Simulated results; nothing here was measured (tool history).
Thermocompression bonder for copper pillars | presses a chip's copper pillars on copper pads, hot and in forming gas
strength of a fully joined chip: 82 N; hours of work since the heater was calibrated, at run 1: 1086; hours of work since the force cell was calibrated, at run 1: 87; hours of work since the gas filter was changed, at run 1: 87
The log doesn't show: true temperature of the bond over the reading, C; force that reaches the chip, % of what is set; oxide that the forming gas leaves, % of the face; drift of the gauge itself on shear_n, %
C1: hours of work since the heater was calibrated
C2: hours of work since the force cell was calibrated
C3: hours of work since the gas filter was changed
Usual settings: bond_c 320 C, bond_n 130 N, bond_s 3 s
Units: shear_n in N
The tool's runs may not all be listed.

run 1 hour=0.0 | bond_c=320 bond_n=130 bond_s=3 | C1=1086 C2=87 C3=87 | shear_n=60.0
run 2 hour=34.7 | bond_c=320 bond_n=130 bond_s=3 | C1=1106 C2=107 C3=107 | shear_n=58.9
-- hour=49.3 heater calibrated with a thermocouple chip
run 3 hour=67.7 | bond_c=320 bond_n=130 bond_s=3 | C1=11 C2=125 C3=125 | shear_n=62.0
run 4 hour=93.8 | bond_c=320 bond_n=130 bond_s=6 | C1=26 C2=140 C3=140 | shear_n=68.1
run 5 hour=135.0 | bond_c=320 bond_n=130 bond_s=6 | C1=50 C2=164 C3=164 | shear_n=69.6
run 6 hour=176.7 | bond_c=320 bond_n=130 bond_s=6 | C1=74 C2=189 C3=189 | shear_n=70.3
run 7 hour=202.2 | bond_c=320 bond_n=130 bond_s=3 | C1=89 C2=204 C3=204 | shear_n=62.8
-- hour=229.0 heater calibrated with a thermocouple chip, once more
run 8 hour=250.7 | bond_c=320 bond_n=130 bond_s=3 | C1=13 C2=231 C3=231 | shear_n=53.6
run 9 hour=270.4 | bond_c=320 bond_n=130 bond_s=3 | C1=24 C2=242 C3=242 | shear_n=53.3
run 10 hour=303.8 | bond_c=349 bond_n=178 bond_s=3 | C1=44 C2=262 C3=262 | shear_n=73.4
-- hour=325.3 forming gas filter changed
run 11 hour=346.5 | bond_c=303 bond_n=124 bond_s=2 | C1=68 C2=287 C3=12 | shear_n=38.7
run 12 hour=382.3 | bond_c=294 bond_n=149 bond_s=4 | C1=89 C2=308 C3=33 | shear_n=51.7
run 13 hour=411.6 | bond_c=320 bond_n=114 bond_s=7 | C1=107 C2=325 C3=51 | shear_n=63.1
run 14 hour=441.6 | bond_c=332 bond_n=99 bond_s=7 | C1=124 C2=342 C3=68 | shear_n=63.7
run 15 hour=461.8 | bond_c=332 bond_n=129 bond_s=3 | C1=136 C2=354 C3=80 | shear_n=61.1

Some steps in shear_n between neighbouring runs. How much of each would the tool show without its hidden state too (settings, what came in, random variation), and how much is left for the hidden state, with any gauge scatter that isn't in both results?
Run 7 -> 8: heater calibrated with a thermocouple chip, once more. shear_n -9.2 N: hidden state -8.2, all else -1.0.
Run 10 -> 11: bond_c 349 -> 303, bond_n 178 -> 124, bond_s 3 -> 2, forming gas filter changed. shear_n -34.7 N: hidden state +1.9, all else -36.6.
